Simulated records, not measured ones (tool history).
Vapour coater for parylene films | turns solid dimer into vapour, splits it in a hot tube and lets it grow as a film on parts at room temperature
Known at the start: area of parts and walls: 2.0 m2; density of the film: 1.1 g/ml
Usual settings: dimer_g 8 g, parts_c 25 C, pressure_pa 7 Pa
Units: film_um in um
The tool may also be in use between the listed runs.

run,hour,dimer_g,parts_c,pressure_pa,film_um
1,0,8,25,7,1.646
2,14.9,8,25,6.86,1.64
3,47.9,8,30,7,1.542
4,79,8,20,7,2.188
5,94.2,8,20,7,2.167
6,117.7,8,20,7,2.173
7,147.1,8,20,7,2.155
8,161.2,8,20,7,2.16
9,180.4,13,25,7,2.917
10,197.4,3,25,7,0.672
11,227.2,6,25,7,1.336
12,256,6,25,7,1.328
13,277.7,6,25,7,1.324
14,309.4,10,25,7,2.211
15,343.4,9,22,8.35,2.157
16,367.6,10,25,11.66,2.08
17,394.9,11,36,4.35,1.718
18,412.8,11,36,4.35,1.711
19,446.6,3,25,7,0.65
20,477.1,5,25,5.83,1.076
21,509.1,4,21,9.82,0.938
22,539.5,4,21,9.82,0.935
23,556.1,13,19,7,3.408
24,583,4,25,7.26,0.824
25,613,4,25,7,0.835
26,628.6,3,22,2.18,0.796
27,661.8,4,31,7,0.673

Taken out of this log: 3 entries between the listed runs. Where each belongs, and how the hidden state differs across it:
Between runs 2 and 3: trap's valve overhauled (hour 24.6)
  vapour lost through the trap's worn valve, %: 10.1 -> 0.5
  measured less the result without the state, film_um: -0.153 -> +0.02 um
Between runs 18 and 19: table's thermometer calibrated (hour 416.5)
  vapour lost through the trap's worn valve, %: 5.5 -> 6; true temperature of the parts over the reading, C: -0.63 -> -0.71
  measured less the result without the state, film_um: -0.059 -> -0.025 um
Between runs 19 and 20: table's thermometer calibrated, once more (hour 465.2)
  vapour lost through the trap's worn valve, %: 6 -> 6.4; true temperature of the parts over the reading, C: -0.71 -> -0.19
  measured less the result without the state, film_um: -0.025 -> -0.066 um
